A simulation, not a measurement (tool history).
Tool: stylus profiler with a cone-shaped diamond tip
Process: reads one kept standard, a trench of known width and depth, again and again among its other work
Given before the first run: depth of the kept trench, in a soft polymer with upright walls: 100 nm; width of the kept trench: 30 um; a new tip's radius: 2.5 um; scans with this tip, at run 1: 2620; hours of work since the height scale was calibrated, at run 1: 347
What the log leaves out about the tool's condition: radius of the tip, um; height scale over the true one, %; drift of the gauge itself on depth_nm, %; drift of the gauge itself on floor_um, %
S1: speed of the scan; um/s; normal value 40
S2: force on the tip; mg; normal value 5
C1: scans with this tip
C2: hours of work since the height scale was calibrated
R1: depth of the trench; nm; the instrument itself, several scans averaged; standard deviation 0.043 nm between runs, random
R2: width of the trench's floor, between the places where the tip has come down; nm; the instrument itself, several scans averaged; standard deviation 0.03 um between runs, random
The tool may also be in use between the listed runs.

Run 1, hour 0: usual settings; C1 2620; C2 347. Result: R1 102.3 nm, R2 28390 nm.
Run 2, hour 28.7: usual settings; C1 2733; C2 362. Result: R1 102.29 nm, R2 28500 nm.
Run 3, hour 58.9: usual settings; C1 2852; C2 377. Result: R1 102.24 nm, R2 28420 nm.
Run 4, hour 91.1: usual settings; C1 2978; C2 394. Result: R1 102.23 nm, R2 28440 nm.
Run 5, hour 114.7: usual settings but S2 10.19 mg; C1 3071; C2 406. Result: R1 103.65 nm, R2 28460 nm.
Run 6, hour 142.4: usual settings but S1 11 um/s; C1 3180; C2 421. Result: R1 102.17 nm, R2 28500 nm.
Run 7, hour 179.7: usual settings but S2 3.95 mg; C1 3326; C2 440. Result: R1 101.83 nm, R2 28410 nm.
Run 8, hour 216.6: usual settings but S2 3.95 mg; C1 3472; C2 459. Result: R1 101.87 nm, R2 28480 nm.
Run 9, hour 246.6: usual settings but S1 127 um/s, S2 3.95 mg; C1 3590; C2 475. Result: R1 101.91 nm, R2 28200 nm.
Run 10, hour 287.2: usual settings; C1 3749; C2 496. Result: R1 102.22 nm, R2 28430 nm.
Run 11, hour 319: usual settings; C1 3874; C2 513. Result: R1 102.24 nm, R2 28380 nm.
Run 12, hour 337.1: usual settings but S1 55 um/s; C1 3945; C2 522. Result: R1 102.19 nm, R2 28410 nm.
Run 13, hour 367.4: usual settings but S1 29 um/s; C1 4064; C2 538. Result: R1 102.24 nm, R2 28450 nm.
Run 14, hour 397.3: usual settings; C1 4182; C2 553. Result: R1 102.22 nm, R2 28410 nm.
Run 15, hour 416.7: usual settings; C1 4258; C2 564. Result: R1 102.2 nm, R2 28460 nm.
Run 16, hour 440.4: usual settings but S1 52 um/s; C1 4351; C2 576. Result: R1 102.17 nm, R2 28360 nm.
Run 17, hour 479.2: usual settings but S1 52 um/s; C1 4504; C2 596. Result: R1 102.18 nm, R2 28450 nm.
Run 18, hour 519.1: usual settings; C1 4661; C2 617. Result: R1 102.14 nm, R2 28440 nm.
Run 19, hour 541.4: usual settings; C1 4748; C2 628. Result: R1 102.11 nm, R2 28370 nm.
Run 20, hour 574.4: usual settings; C1 4878; C2 646. Result: R1 102.11 nm, R2 28420 nm.
Run 21, hour 593.4: usual settings; C1 4953; C2 655. Result: R1 102.25 nm, R2 28410 nm.
Run 22, hour 624.1: usual settings but S1 147 um/s; C1 5073; C2 671. Result: R1 102.26 nm, R2 28140 nm.
Run 23, hour 661.4: usual settings but S1 11 um/s; C1 5220; C2 691. Result: R1 102.19 nm, R2 28500 nm.
Run 24, hour 695.8: usual settings but S1 11 um/s; C1 5356; C2 709. Result: R1 102.16 nm, R2 28440 nm.
Run 25, hour 718: usual settings but S1 11 um/s; C1 5443; C2 720. Result: R1 102.22 nm, R2 28450 nm.
Run 26, hour 744.5: usual settings but S1 11 um/s; C1 5547; C2 734. Result: R1 102.15 nm, R2 28480 nm.
Run 27, hour 763.2: usual settings but S1 54 um/s, S2 2.46 mg; C1 5620; C2 744. Result: R1 101.17 nm, R2 28250 nm.
Run 28, hour 797.5: usual settings but S1 136 um/s, S2 2.73 mg; C1 5755; C2 762. Result: R1 101.32 nm, R2 28030 nm.
Run 29, hour 837.7: usual settings but S2 5.57 mg; C1 5913; C2 783. Result: R1 102.39 nm, R2 28420 nm.
Run 30, hour 857.3: usual settings but S1 26 um/s; C1 5990; C2 793. Result: R1 102.14 nm, R2 28420 nm.
Run 31, hour 886.9: usual settings but S1 133 um/s, S2 10.36 mg; C1 6107; C2 808. Result: R1 103.63 nm, R2 28190 nm.
Run 32, hour 923.7: usual settings but S1 30 um/s, S2 3.24 mg; C1 6251; C2 827. Result: R1 101.54 nm, R2 28430 nm.
Run 33, hour 960.7: usual settings but S1 42 um/s, S2 3.24 mg; C1 6397; C2 847. Result: R1 101.54 nm, R2 28350 nm.
Run 34, hour 990.4: usual settings but S1 119 um/s, S2 2.44 mg; C1 6514; C2 862. Result: R1 101.29 nm, R2 28030 nm.
Run 35, hour 1020.6: usual settings but S1 51 um/s, S2 4.9 mg; C1 6632; C2 878. Result: R1 102.11 nm, R2 28330 nm.
Run 36, hour 1057.2: usual settings but S1 113 um/s, S2 4.37 mg; C1 6776; C2 897. Result: R1 101.94 nm, R2 28130 nm.

Run 37 has not been measured yet. What should we expect?
Run 37, hour 1086.1: usual settings but S1 34 um/s, S2 2.49 mg; C1 6890; C2 912. Result: R1 ?, R2 ?.

Run 37 yielded R1 101.13 nm, R2 28370 nm.
With the hidden condition absent and the run-to-run variation left alone, this run would have shown R1 101.41 nm, R2 28500 nm.

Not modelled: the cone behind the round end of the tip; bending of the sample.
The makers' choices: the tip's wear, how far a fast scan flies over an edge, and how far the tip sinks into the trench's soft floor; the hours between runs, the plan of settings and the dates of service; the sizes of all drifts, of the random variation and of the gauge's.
